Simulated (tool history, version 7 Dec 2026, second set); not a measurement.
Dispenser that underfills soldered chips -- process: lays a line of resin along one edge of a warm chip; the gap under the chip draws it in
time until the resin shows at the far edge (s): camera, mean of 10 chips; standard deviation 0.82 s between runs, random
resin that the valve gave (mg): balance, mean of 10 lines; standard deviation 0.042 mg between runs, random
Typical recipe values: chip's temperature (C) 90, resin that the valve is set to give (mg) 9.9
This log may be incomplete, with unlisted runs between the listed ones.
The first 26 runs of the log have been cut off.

run	hour	chip's temperature (C)	resin that the valve is set to give (mg)	hours of work since the syringe was changed	hours of work since the valve was cleaned	hours of work since the stage was calibrated	time until the resin shows at the far edge (s)	resin that the valve gave (mg)
# hour 237.8: new syringe of resin
27	242.7	80	8.56	4	76	310	168.5	8.41
# hour 249: new syringe of resin
28	254.5	102	9.6	4	85	318	57.1	9.26
# hour 260: new syringe of resin
29	264.6	102	9.6	3	92	326	54.5	9.32
# hour 269.4: dispensing valve cleaned and set on the balance
# hour 272.4: new syringe of resin
30	272.4	103	9.6	0	2	331	45.2	9.52
# hour 283.3: new syringe of resin
31	284.9	103	9.6	1	11	340	46.8	9.55
# hour 294.5: new syringe of resin
32	296.5	92	9.6	1	20	348	81.6	9.53
33	303.2	103	11.33	6	25	353	62.1	11.18
# hour 305.3: new syringe of resin
34	315	89	12.47	7	33	362	127.7	12.36
# hour 316.4: new syringe of resin
35	325.6	104	10.4	7	41	369	59.2	10.26

Forecast each of these 3 alternatives for the next run:
# hour 327.3: new syringe of resin
# hour 338.3: new syringe of resin
A	338.3	102	10.44	0	50	378	?	?
# hour 327.3: new syringe of resin
# hour 338.3: new syringe of resin
B	338.3	104	9.9	0	50	378	?	?
# hour 327.3: new syringe of resin
# hour 338.3: new syringe of resin
C	338.3	93	12.04	0	50	378	?	?

run	time until the resin shows at the far edge (s)	resin that the valve gave (mg)
A	48.5	10.24
B	43.2	9.72
C	72.8	11.8
With no hidden state in the tool, these same runs would have given:
run	time until the resin shows at the far edge (s)	resin that the valve gave (mg)
A	44.1	10.42
B	39.2	9.9
C	65.8	12.01

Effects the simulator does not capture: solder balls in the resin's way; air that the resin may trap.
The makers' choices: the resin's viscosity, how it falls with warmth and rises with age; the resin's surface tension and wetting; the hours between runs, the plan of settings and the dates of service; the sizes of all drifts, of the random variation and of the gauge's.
